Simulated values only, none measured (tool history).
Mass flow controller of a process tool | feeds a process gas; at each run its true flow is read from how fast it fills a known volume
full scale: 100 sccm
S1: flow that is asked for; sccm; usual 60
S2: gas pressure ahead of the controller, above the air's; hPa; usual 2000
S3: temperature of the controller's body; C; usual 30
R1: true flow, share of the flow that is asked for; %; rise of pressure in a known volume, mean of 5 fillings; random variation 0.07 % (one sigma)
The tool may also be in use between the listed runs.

run	day	S1	S2	S3	R1
1	0.000	60	2000	30	98.61
2	7.050	60	2000	30	98.41
3	12.171	60	2000	30	98.30
4	18.575	60	2000	30	98.05
5	25.446	60	2000	30	97.89
6	30.246	60	2000	30	97.61
7	34.358	60	2440	30	97.77
8	41.158	60	2440	30	97.49
9	48.879	21	2000	30	96.38
10	57.962	60	2000	30	97.03
11	64.025	60	2000	30	96.59
12	69.854	97	2690	25	98.07
13	75.279	97	2690	25	98.02
14	82.017	20	2210	27	95.72
# day 85.188: gauge calibrated
15	91.458	20	2210	27	97.92
16	99.233	22	2000	34	96.87
17	104.383	14	2000	24	97.71
18	108.429	14	2000	24	97.65
19	117.562	14	2000	24	97.33
20	126.142	14	2000	24	97.17
21	130.108	14	2000	24	97.05
22	138.088	60	1460	21	97.94

Forecast each of these 3 alternatives for the next run:
A	146.867	13	2000	27	?
B	146.867	27	2000	30	?
C	146.867	39	2000	30	?

run	R1
A	96.26
B	96.05
C	96.35
Without the tool's hidden state the same runs would have given:
run	R1
A	97.98
B	97.78
C	98.09
